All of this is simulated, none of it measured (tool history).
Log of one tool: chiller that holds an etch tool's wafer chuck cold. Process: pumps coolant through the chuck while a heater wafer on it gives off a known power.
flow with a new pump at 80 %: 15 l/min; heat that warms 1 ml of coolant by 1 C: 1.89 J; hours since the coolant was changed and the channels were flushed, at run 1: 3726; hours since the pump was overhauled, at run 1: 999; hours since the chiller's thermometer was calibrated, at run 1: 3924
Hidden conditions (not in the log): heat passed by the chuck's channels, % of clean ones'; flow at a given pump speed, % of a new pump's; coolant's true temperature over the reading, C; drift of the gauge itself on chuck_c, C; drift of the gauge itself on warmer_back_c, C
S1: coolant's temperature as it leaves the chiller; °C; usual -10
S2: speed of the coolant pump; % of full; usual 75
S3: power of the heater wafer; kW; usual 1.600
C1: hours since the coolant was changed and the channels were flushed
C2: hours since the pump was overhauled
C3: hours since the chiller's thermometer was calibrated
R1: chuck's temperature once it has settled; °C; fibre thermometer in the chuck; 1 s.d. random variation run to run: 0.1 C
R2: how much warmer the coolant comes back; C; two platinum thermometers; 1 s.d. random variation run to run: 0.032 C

run 1 hour=0.0 | S1=-10 S2=75 S3=1.600 | C1=3726 C2=999 C3=3924 | R1=9.3 R2=3.69
run 2 hour=55.1 | S1=-10 S2=75 S3=1.600 | C1=3781 C2=1054 C3=3979 | R1=9.4 R2=3.61
run 3 hour=83.3 | S1=-10 S2=89 S3=1.600 | C1=3809 C2=1082 C3=4007 | R1=7.1 R2=3.07
run 4 hour=142.2 | S1=-10 S2=89 S3=1.600 | C1=3868 C2=1141 C3=4066 | R1=7.2 R2=3.07
run 5 hour=186.2 | S1=-10 S2=89 S3=1.600 | C1=3912 C2=1185 C3=4110 | R1=7.0 R2=3.05
run 6 hour=247.6 | S1=-10 S2=89 S3=1.600 | C1=3974 C2=1247 C3=4171 | R1=7.2 R2=3.10
-- hour=256.1 coolant pump overhauled
run 7 hour=289.5 | S1=-10 S2=89 S3=1.600 | C1=4011 C2=33 C3=4208 | R1=7.2 R2=3.13
run 8 hour=355.8 | S1=-10 S2=75 S3=1.600 | C1=4077 C2=100 C3=4274 | R1=9.8 R2=3.79
run 9 hour=399.0 | S1=-10 S2=75 S3=1.600 | C1=4120 C2=143 C3=4318 | R1=9.9 R2=3.74
run 10 hour=442.3 | S1=-10 S2=75 S3=1.600 | C1=4164 C2=186 C3=4361 | R1=9.9 R2=3.78
run 11 hour=483.5 | S1=-9 S2=75 S3=1.600 | C1=4205 C2=227 C3=4402 | R1=10.8 R2=3.78
run 12 hour=521.6 | S1=-18 S2=65 S3=0.880 | C1=4243 C2=265 C3=4440 | R1=-5.8 R2=2.45
run 13 hour=556.9 | S1=-20 S2=81 S3=1.296 | C1=4278 C2=301 C3=4476 | R1=-4.9 R2=2.83
run 14 hour=604.4 | S1=-17 S2=71 S3=1.927 | C1=4326 C2=348 C3=4523 | R1=8.1 R2=4.83
-- hour=640.5 coolant pump overhauled, once more
run 15 hour=659.5 | S1=-17 S2=81 S3=0.808 | C1=4376 C2=19 C3=4573 | R1=-7.6 R2=1.69
run 16 hour=723.2 | S1=-17 S2=81 S3=0.808 | C1=4439 C2=83 C3=4637 | R1=-7.7 R2=1.69
run 17 hour=761.8 | S1=-10 S2=96 S3=1.600 | C1=4478 C2=121 C3=4675 | R1=6.1 R2=2.79
run 18 hour=796.7 | S1=-14 S2=96 S3=0.876 | C1=4513 C2=156 C3=4710 | R1=-5.0 R2=1.48

3 ways to go on from here, each from the tool as it stands after run 18. What would each give?
run A hour=836.1 | S1=-2 S2=96 S3=2.215 | C1=4552 C2=196 C3=4750 | R1=? R2=?
run B hour=836.1 | S1=-14 S2=90 S3=1.430 | C1=4552 C2=196 C3=4750 | R1=? R2=?
run C hour=836.1 | S1=-10 S2=75 S3=1.772 | C1=4552 C2=196 C3=4750 | R1=? R2=?

run=A R1=20.3 R2=3.87
run=B R1=1.2 R2=2.69
run=C R1=11.5 R2=4.02
The same runs, with their run-to-run variation unchanged, on a tool lacking any hidden condition would have given:
run=A R1=18.0 R2=3.86
run=B R1=-0.4 R2=2.68
run=C R1=9.3 R2=4.01
